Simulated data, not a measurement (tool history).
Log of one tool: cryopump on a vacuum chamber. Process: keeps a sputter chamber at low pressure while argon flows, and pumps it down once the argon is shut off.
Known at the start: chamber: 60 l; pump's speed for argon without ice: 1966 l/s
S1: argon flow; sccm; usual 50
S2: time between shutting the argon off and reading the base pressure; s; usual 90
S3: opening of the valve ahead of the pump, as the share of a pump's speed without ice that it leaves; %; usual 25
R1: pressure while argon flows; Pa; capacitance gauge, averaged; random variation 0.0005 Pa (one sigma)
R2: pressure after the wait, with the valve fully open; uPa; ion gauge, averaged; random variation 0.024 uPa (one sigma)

{"run": 1, "hour": 0.0, "S1": 50, "S2": 90, "S3": 25, "R1": 0.1767, "R2": 1.29}
{"run": 2, "hour": 27.7, "S1": 50, "S2": 90, "S3": 25, "R1": 0.177, "R2": 1.38}
{"run": 3, "hour": 55.8, "S1": 50, "S2": 90, "S3": 47, "R1": 0.0965, "R2": 1.36}
{"run": 4, "hour": 76.6, "S1": 50, "S2": 90, "S3": 25, "R1": 0.1772, "R2": 1.44}
{"run": 5, "hour": 91.9, "S1": 50, "S2": 49, "S3": 25, "R1": 0.1778, "R2": 1.99}
{"run": 6, "hour": 111.7, "S1": 50, "S2": 49, "S3": 25, "R1": 0.178, "R2": 2}
{"run": 7, "hour": 127.0, "S1": 50, "S2": 90, "S3": 53, "R1": 0.0868, "R2": 1.37}
{"run": 8, "hour": 151.3, "S1": 50, "S2": 90, "S3": 53, "R1": 0.0864, "R2": 1.38}
{"run": 9, "hour": 168.3, "S1": 50, "S2": 90, "S3": 53, "R1": 0.0872, "R2": 1.36}
{"run": 10, "hour": 192.8, "S1": 76, "S2": 90, "S3": 25, "R1": 0.271, "R2": 1.38}
{"run": 11, "hour": 214.9, "S1": 76, "S2": 90, "S3": 25, "R1": 0.2715, "R2": 1.35}
{"run": 12, "hour": 239.4, "S1": 76, "S2": 90, "S3": 21, "R1": 0.32, "R2": 1.41}
{"run": 13, "hour": 255.7, "S1": 41, "S2": 90, "S3": 25, "R1": 0.1455, "R2": 1.4}
{"run": 14, "hour": 288.1, "S1": 41, "S2": 90, "S3": 25, "R1": 0.1463, "R2": 1.41}
{"run": 15, "hour": 308.1, "S1": 50, "S2": 71, "S3": 25, "R1": 0.1776, "R2": 1.57}
{"run": 16, "hour": 329.6, "S1": 50, "S2": 71, "S3": 25, "R1": 0.1785, "R2": 1.55}
{"run": 17, "hour": 347.8, "S1": 50, "S2": 90, "S3": 25, "R1": 0.1783, "R2": 1.4}
{"run": 18, "hour": 376.3, "S1": 26, "S2": 25, "S3": 25, "R1": 0.0932, "R2": 3.21}
{"run": 19, "hour": 399.8, "S1": 52, "S2": 120, "S3": 46, "R1": 0.1042, "R2": 1.26}
{"run": 20, "hour": 419.9, "S1": 52, "S2": 120, "S3": 46, "R1": 0.104, "R2": 1.24}
{"run": 21, "hour": 444.7, "S1": 71, "S2": 94, "S3": 25, "R1": 0.2534, "R2": 1.36}
{"run": 22, "hour": 479.1, "S1": 71, "S2": 94, "S3": 25, "R1": 0.246, "R2": 1.27}
{"run": 23, "hour": 506.1, "S1": 76, "S2": 90, "S3": 45, "R1": 0.1482, "R2": 1.28}
{"run": 24, "hour": 536.9, "S1": 50, "S2": 90, "S3": 46, "R1": 0.0944, "R2": 1.4}
{"run": 25, "hour": 570.9, "S1": 50, "S2": 90, "S3": 46, "R1": 0.0953, "R2": 1.36}
{"run": 26, "hour": 605.2, "S1": 50, "S2": 90, "S3": 46, "R1": 0.0943, "R2": 0.88}
{"run": 27, "hour": 630.4, "S1": 50, "S2": 90, "S3": 46, "R1": 0.0944, "R2": 0.92}
{"run": 28, "hour": 651.1, "S1": 71, "S2": 90, "S3": 34, "R1": 0.1817, "R2": 0.91}
{"run": 29, "hour": 671.7, "S1": 39, "S2": 232, "S3": 23, "R1": 0.1475, "R2": 0.45}
{"run": 30, "hour": 691.0, "S1": 39, "S2": 232, "S3": 23, "R1": 0.1469, "R2": 0.44}
{"run": 31, "hour": 712.1, "S1": 20, "S2": 123, "S3": 21, "R1": 0.0824, "R2": 0.69}
{"run": 32, "hour": 738.9, "S1": 77, "S2": 210, "S3": 55, "R1": 0.123, "R2": 0.49}
{"run": 33, "hour": 773.8, "S1": 42, "S2": 29, "S3": 33, "R1": 0.1119, "R2": 2.36}
{"run": 34, "hour": 802.6, "S1": 71, "S2": 90, "S3": 33, "R1": 0.1882, "R2": 0.91}

Not shown: 2 entries that the log had between the listed runs. Between which runs, and how does the tool's hidden state differ before and after?
Between runs 21 and 22: pump warmed up, emptied and cooled again (hour 455.1)
  pump's speed, % of a pump's without ice: 87.1 -> 98.6; cold plate's temperature, K: 12.51 -> 12.52; leak into the chamber, uPa l/s: 1218 -> 1225
  measured less the result without the state, R1: +0.0098 -> +0.0015 Pa; R2: +0.55 -> +0.47 uPa
Between runs 25 and 26: leaking fittings of the chamber tightened, without venting (hour 584.2)
  pump's speed, % of a pump's without ice: 98 -> 97.8; cold plate's temperature, K: 12.54 -> 12.55; leak into the chamber, uPa l/s: 1244 -> 318
  measured less the result without the state, R1: +0.0013 -> +0.0015 Pa; R2: +0.49 -> +0.01 uPa

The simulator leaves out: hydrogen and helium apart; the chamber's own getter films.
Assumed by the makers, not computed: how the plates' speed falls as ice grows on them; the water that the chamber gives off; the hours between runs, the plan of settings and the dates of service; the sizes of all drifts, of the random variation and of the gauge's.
